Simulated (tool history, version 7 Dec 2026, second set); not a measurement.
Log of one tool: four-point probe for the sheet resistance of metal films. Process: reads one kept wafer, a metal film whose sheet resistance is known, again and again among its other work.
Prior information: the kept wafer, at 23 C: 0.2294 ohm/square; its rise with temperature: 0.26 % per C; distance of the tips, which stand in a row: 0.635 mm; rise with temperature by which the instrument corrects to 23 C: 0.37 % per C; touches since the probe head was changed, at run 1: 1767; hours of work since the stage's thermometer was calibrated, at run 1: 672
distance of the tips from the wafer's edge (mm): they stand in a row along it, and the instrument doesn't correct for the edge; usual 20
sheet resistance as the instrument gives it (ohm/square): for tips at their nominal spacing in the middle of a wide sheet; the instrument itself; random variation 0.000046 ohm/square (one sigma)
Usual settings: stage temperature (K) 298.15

run	day	stage temperature (K)	distance of the tips from the wafer's edge (mm)	touches since the probe head was changed	hours of work since the stage's thermometer was calibrated	sheet resistance as the instrument gives it (ohm/square)
1	0	298.15	20	1767	672	0.22884
2	0.758	298.15	20	2031	685	0.228875
3	1.262	298.15	20	2207	693	0.228865
4	1.742	298.15	20	2374	702	0.228849
5	2.3	298.15	20	2568	711	0.228774
6	3	298.15	20	2813	723	0.22886
7	3.833	298.15	63	3102	738	0.228682
8	4.492	298.15	20	3332	749	0.228795
9	5.008	298.15	20	3512	758	0.228857
# day 5.075: stage's thermometer calibrated
10	5.9	298.15	22	3816	14	0.228938
11	6.612	303.15	20	4065	27	0.227764
12	7.083	298.15	20	4229	35	0.228933
13	7.579	298.15	20	4401	43	0.228903
14	8.217	298.15	20	4624	54	0.228825
15	8.992	298.15	20	4893	68	0.229029
16	9.704	293.15	22	5142	80	0.230165
17	10.221	293.15	22	5322	89	0.230191
# day 10.312: stage's thermometer calibrated, once more
18	10.9	292.15	7	5550	10	0.231187
19	11.367	292.15	7	5714	18	0.23121
20	12.212	293.15	20	6008	33	0.230108
21	12.942	293.15	20	6262	45	0.230079
22	13.767	301.15	3	6551	60	0.233352
23	14.571	296.15	31	6830	74	0.229295
24	14.942	296.15	31	6959	80	0.229305
25	15.579	304.15	20	7182	91	0.227502
26	15.958	292.15	20	7314	98	0.23037
27	16.7	292.15	20	7573	111	0.23042

Below are 3 alternative next runs, each starting from the tool's condition after run 27. Predict each:
A	17.362	304.15	20	7803	122	?
B	17.362	296.15	34	7803	122	?
C	17.362	295.15	70	7803	122	?

run	sheet resistance as the instrument gives it (ohm/square)
A	0.227456
B	0.229232
C	0.229528
Take away the tool's hidden state, keep each run's random variation, and the runs would have read:
run	sheet resistance as the instrument gives it (ohm/square)
A	0.227619
B	0.229396
C	0.229692

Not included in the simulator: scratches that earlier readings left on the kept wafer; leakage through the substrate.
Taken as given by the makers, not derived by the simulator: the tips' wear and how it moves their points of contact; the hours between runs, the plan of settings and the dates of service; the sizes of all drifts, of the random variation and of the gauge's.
